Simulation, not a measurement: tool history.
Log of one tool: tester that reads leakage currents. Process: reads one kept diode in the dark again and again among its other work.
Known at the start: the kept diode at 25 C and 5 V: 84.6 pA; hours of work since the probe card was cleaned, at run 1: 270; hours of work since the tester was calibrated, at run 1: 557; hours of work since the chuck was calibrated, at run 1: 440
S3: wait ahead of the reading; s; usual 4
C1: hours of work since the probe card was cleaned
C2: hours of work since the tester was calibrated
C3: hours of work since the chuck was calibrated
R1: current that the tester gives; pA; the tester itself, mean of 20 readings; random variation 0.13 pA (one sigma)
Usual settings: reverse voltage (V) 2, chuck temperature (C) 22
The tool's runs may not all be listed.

Run 1, hour 0: usual settings; C1 270; C2 557; C3 440. Result: R1 39.73 pA.
Run 2, hour 188.2: usual settings; C1 352; C2 639; C3 522. Result: R1 39.78 pA.
Run 3, hour 344.1: usual settings but S3 3.89 s; C1 420; C2 706; C3 589. Result: R1 39.52 pA.
Run 4, hour 574.6: usual settings but S3 3.89 s; C1 520; C2 806; C3 689. Result: R1 39.61 pA.
Run 5, hour 726.4: usual settings; C1 586; C2 872; C3 755. Result: R1 39.55 pA.
Run 6, hour 898.2: usual settings but S3 8.03 s; C1 660; C2 947; C3 830. Result: R1 39.56 pA.
Run 7, hour 1082.8: usual settings but reverse voltage (V) 3.1; C1 740; C2 1027; C3 910. Result: R1 51.14 pA.
Run 8, hour 1202.3: usual settings but reverse voltage (V) 3.1; C1 792; C2 1079; C3 962. Result: R1 51.05 pA.
Run 9, hour 1394.3: usual settings but reverse voltage (V) 1.89; C1 875; C2 1162; C3 1045. Result: R1 38.4 pA.
Run 10, hour 1503.8: usual settings but reverse voltage (V) 1.89; C1 923; C2 1209; C3 1092. Result: R1 38.23 pA.
Run 11, hour 1753.8: usual settings but chuck temperature (C) 24, S3 1.31 s; C1 1031; C2 1318; C3 1201. Result: R1 46.63 pA.
Run 12, hour 1927.8: usual settings but chuck temperature (C) 24, S3 1.31 s; C1 1107; C2 1393; C3 1276. Result: R1 46.55 pA.
Run 13, hour 2051.1: usual settings but chuck temperature (C) 24, S3 1.31 s; C1 1160; C2 1447; C3 1330. Result: R1 46.85 pA.
Run 14, hour 2190: usual settings but reverse voltage (V) 4.52, chuck temperature (C) 39, S3 1.34 s; C1 1220; C2 1507; C3 1390. Result: R1 222.98 pA.
Run 15, hour 2407: usual settings but reverse voltage (V) 4.52, chuck temperature (C) 39, S3 1.34 s; C1 1314; C2 1601; C3 1484. Result: R1 223.1 pA.
Run 16, hour 2598.9: usual settings but reverse voltage (V) 1.84, S3 2.49 s; C1 1398; C2 1684; C3 1567. Result: R1 37.89 pA.
Run 17, hour 2780.9: usual settings but reverse voltage (V) 1.84, S3 2.49 s; C1 1477; C2 1763; C3 1646. Result: R1 37.7 pA.

Hidden state or all else? Some run-to-run changes of R1, split into what the settings, what came in and random variation would give without the hidden state, and what is left for the hidden state (with any gauge scatter that isn't in both results):
The hidden state here: stray current of the dirty probe card, pA a volt; current scale over the true one, %; true chuck temperature over the reading, C; drift of the gauge itself on leakage_pa, %.
Run 15 -> 16: reverse voltage (V) 4.52 -> 1.84, chuck temperature (C) 39 -> 22, S3 1.34 -> 2.49. R1 -185.21 pA: hidden state +10.25, all else -195.46.
